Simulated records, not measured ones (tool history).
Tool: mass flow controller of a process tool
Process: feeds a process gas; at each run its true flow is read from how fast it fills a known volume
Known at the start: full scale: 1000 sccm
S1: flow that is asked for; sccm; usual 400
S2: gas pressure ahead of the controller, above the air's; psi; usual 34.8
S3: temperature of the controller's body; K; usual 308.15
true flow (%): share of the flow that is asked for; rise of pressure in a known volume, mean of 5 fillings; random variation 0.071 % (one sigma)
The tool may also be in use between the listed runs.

{"run": 1, "hour": 0.0, "S1": 400, "S2": 34.8, "S3": 308.15, "true flow (%)": 100.16}
{"run": 2, "hour": 70.0, "S1": 400, "S2": 34.8, "S3": 308.15, "true flow (%)": 100.2}
{"run": 3, "hour": 171.3, "S1": 400, "S2": 34.8, "S3": 308.15, "true flow (%)": 100.29}
{"run": 4, "hour": 315.1, "S1": 400, "S2": 34.8, "S3": 308.15, "true flow (%)": 100.45}
{"run": 5, "hour": 412.5, "S1": 400, "S2": 34.8, "S3": 308.15, "true flow (%)": 100.47}
{"run": 6, "hour": 491.4, "S1": 400, "S2": 34.8, "S3": 308.15, "true flow (%)": 100.49}
{"run": 7, "hour": 642.6, "S1": 400, "S2": 34.8, "S3": 297.15, "true flow (%)": 99.41}
{"run": 8, "hour": 753.1, "S1": 400, "S2": 34.8, "S3": 297.15, "true flow (%)": 99.63}
{"run": 9, "hour": 861.9, "S1": 400, "S2": 34.8, "S3": 297.15, "true flow (%)": 99.58}
{"run": 10, "hour": 988.5, "S1": 400, "S2": 34.8, "S3": 297.15, "true flow (%)": 99.74}
{"run": 11, "hour": 1133.1, "S1": 400, "S2": 34.8, "S3": 297.15, "true flow (%)": 99.75}
{"run": 12, "hour": 1278.8, "S1": 400, "S2": 28.9, "S3": 308.15, "true flow (%)": 100.82}
{"run": 13, "hour": 1340.9, "S1": 400, "S2": 28.9, "S3": 308.15, "true flow (%)": 101.01}
{"run": 14, "hour": 1477.8, "S1": 400, "S2": 28.9, "S3": 308.15, "true flow (%)": 101.07}
{"run": 15, "hour": 1542.4, "S1": 400, "S2": 34.8, "S3": 308.15, "true flow (%)": 101.27}
{"run": 16, "hour": 1671.8, "S1": 400, "S2": 34.8, "S3": 308.15, "true flow (%)": 101.46}
{"run": 17, "hour": 1745.3, "S1": 400, "S2": 24.7, "S3": 308.15, "true flow (%)": 101.01}
{"run": 18, "hour": 1858.2, "S1": 400, "S2": 24.7, "S3": 308.15, "true flow (%)": 101.05}
{"run": 19, "hour": 1999.3, "S1": 400, "S2": 34.8, "S3": 308.15, "true flow (%)": 101.72}
{"run": 20, "hour": 2063.2, "S1": 400, "S2": 34.8, "S3": 308.15, "true flow (%)": 101.72}
{"run": 21, "hour": 2161.7, "S1": 400, "S2": 34.8, "S3": 308.15, "true flow (%)": 101.91}
{"run": 22, "hour": 2272.1, "S1": 829, "S2": 34.8, "S3": 308.15, "true flow (%)": 102.67}
{"run": 23, "hour": 2414.2, "S1": 829, "S2": 34.8, "S3": 308.15, "true flow (%)": 102.79}
{"run": 24, "hour": 2564.4, "S1": 829, "S2": 34.8, "S3": 308.15, "true flow (%)": 102.94}
{"run": 25, "hour": 2705.3, "S1": 166, "S2": 21.5, "S3": 297.15, "true flow (%)": 99.95}
{"run": 26, "hour": 2804.5, "S1": 646, "S2": 33.2, "S3": 296.15, "true flow (%)": 101.37}
{"run": 27, "hour": 2919.6, "S1": 210, "S2": 37.4, "S3": 308.15, "true flow (%)": 102.11}
{"run": 28, "hour": 3007.0, "S1": 106, "S2": 34.7, "S3": 308.15, "true flow (%)": 101.86}
{"run": 29, "hour": 3080.2, "S1": 400, "S2": 34.4, "S3": 310.15, "true flow (%)": 102.63}
{"run": 30, "hour": 3179.5, "S1": 148, "S2": 34.4, "S3": 312.15, "true flow (%)": 102.53}
{"run": 31, "hour": 3276.7, "S1": 148, "S2": 34.4, "S3": 312.15, "true flow (%)": 102.44}
{"run": 32, "hour": 3401.1, "S1": 148, "S2": 37.7, "S3": 299.15, "true flow (%)": 101.41}
{"run": 33, "hour": 3507.5, "S1": 313, "S2": 30.7, "S3": 310.15, "true flow (%)": 100.01}
{"run": 34, "hour": 3583.4, "S1": 296, "S2": 34.1, "S3": 313.15, "true flow (%)": 100.61}
{"run": 35, "hour": 3715.7, "S1": 625, "S2": 39.7, "S3": 293.15, "true flow (%)": 99.39}
{"run": 36, "hour": 3803.0, "S1": 625, "S2": 29.9, "S3": 293.15, "true flow (%)": 98.98}
{"run": 37, "hour": 3947.4, "S1": 625, "S2": 32.3, "S3": 293.15, "true flow (%)": 99.22}
{"run": 38, "hour": 4028.7, "S1": 625, "S2": 32.3, "S3": 293.15, "true flow (%)": 99.18}
{"run": 39, "hour": 4134.8, "S1": 859, "S2": 20.7, "S3": 296.15, "true flow (%)": 99.54}
{"run": 40, "hour": 4232.1, "S1": 438, "S2": 27.8, "S3": 296.15, "true flow (%)": 99.32}
{"run": 41, "hour": 4317.1, "S1": 400, "S2": 39.9, "S3": 311.15, "true flow (%)": 101.17}
{"run": 42, "hour": 4432.9, "S1": 400, "S2": 39.9, "S3": 311.15, "true flow (%)": 101.4}
{"run": 43, "hour": 4549.7, "S1": 400, "S2": 39.9, "S3": 311.15, "true flow (%)": 101.38}
{"run": 44, "hour": 4626.3, "S1": 400, "S2": 39.9, "S3": 311.15, "true flow (%)": 101.62}
{"run": 45, "hour": 4766.0, "S1": 350, "S2": 39.0, "S3": 308.15, "true flow (%)": 101.21}
{"run": 46, "hour": 4834.4, "S1": 140, "S2": 22.6, "S3": 294.15, "true flow (%)": 98.71}
{"run": 47, "hour": 4943.1, "S1": 140, "S2": 22.6, "S3": 294.15, "true flow (%)": 98.63}
{"run": 48, "hour": 5077.2, "S1": 158, "S2": 21.9, "S3": 294.15, "true flow (%)": 98.76}

Taken out of this log: 1 entry between the listed runs. Where each belongs, and how the hidden state differs across it:
Between runs 32 and 33: gauge calibrated (hour 3507.5)
  drift of the gauge itself on true_pct, %: 2.55 -> 0
  measured less the result without the state, true flow (%): +2.49 -> -0.03
